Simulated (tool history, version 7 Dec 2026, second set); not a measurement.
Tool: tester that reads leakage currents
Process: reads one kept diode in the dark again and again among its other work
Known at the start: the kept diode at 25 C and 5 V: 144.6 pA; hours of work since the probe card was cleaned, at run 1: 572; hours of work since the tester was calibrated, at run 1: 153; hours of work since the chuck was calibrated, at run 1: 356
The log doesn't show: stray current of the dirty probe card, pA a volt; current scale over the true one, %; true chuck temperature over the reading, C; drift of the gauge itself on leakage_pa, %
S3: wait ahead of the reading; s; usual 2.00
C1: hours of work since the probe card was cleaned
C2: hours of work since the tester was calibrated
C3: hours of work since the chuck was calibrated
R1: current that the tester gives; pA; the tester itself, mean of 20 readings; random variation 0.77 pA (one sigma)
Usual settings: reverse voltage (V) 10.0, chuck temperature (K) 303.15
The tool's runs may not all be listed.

Run 1, day 0.000: usual settings; C1 572; C2 153; C3 356. Result: R1 260.38 pA.
Run 2, day 1.062: usual settings; C1 584; C2 165; C3 368. Result: R1 261.79 pA.
Run 3, day 1.721: usual settings; C1 591; C2 173; C3 375. Result: R1 259.99 pA.
Run 4, day 2.629: usual settings; C1 601; C2 183; C3 385. Result: R1 261.82 pA.
Run 5, day 4.021: usual settings but S3 9.88 s; C1 617; C2 199; C3 401. Result: R1 261.49 pA.
Run 6, day 4.638: usual settings but S3 9.88 s; C1 624; C2 206; C3 408. Result: R1 259.95 pA.
Run 7, day 5.579: usual settings; C1 635; C2 216; C3 419. Result: R1 260.75 pA.
Run 8, day 6.442: usual settings; C1 644; C2 226; C3 428. Result: R1 261.89 pA.
Run 9, day 7.908: usual settings; C1 661; C2 242; C3 445. Result: R1 263.20 pA.
Run 10, day 8.629: usual settings; C1 669; C2 250; C3 453. Result: R1 261.83 pA.
Run 11, day 9.971: usual settings; C1 684; C2 266; C3 468. Result: R1 261.34 pA.
Run 12, day 11.325: usual settings but chuck temperature (K) 298.15, S3 4.69 s; C1 699; C2 281; C3 483. Result: R1 184.96 pA.
Run 13, day 12.712: usual settings but chuck temperature (K) 300.15, S3 9.77 s; C1 715; C2 296; C3 499. Result: R1 212.69 pA.
Run 14, day 13.329: usual settings but chuck temperature (K) 300.15, S3 1.12 s; C1 722; C2 303; C3 506. Result: R1 213.04 pA.
Run 15, day 14.417: usual settings but chuck temperature (K) 300.15, S3 1.12 s; C1 734; C2 316; C3 518. Result: R1 214.07 pA.
Run 16, day 15.833: usual settings but chuck temperature (K) 307.15, S3 4.73 s; C1 750; C2 332; C3 534. Result: R1 342.61 pA.
Run 17, day 16.858: usual settings but chuck temperature (K) 307.15, S3 4.73 s; C1 761; C2 343; C3 545. Result: R1 343.18 pA.
Run 18, day 17.525: usual settings but reverse voltage (V) 1.1, chuck temperature (K) 320.15, S3 2.15 s; C1 769; C2 351; C3 553. Result: R1 401.77 pA.

Measured less the same run without the tool's hidden state. The same run-to-run variation is in both; the gauge's scatter may not be:
run     R1
  1  +4.25
  2  +4.34
  3  +4.34
  4  +4.41
  5  +4.50
  6  +4.51
  7  +4.59
  8  +4.67
  9  +4.78
 10  +4.79
 11  +4.85
 12  +6.33
 13  +5.93
 14  +5.96
 15  +6.08
 16  +3.62
 17  +3.67
 18  -6.92
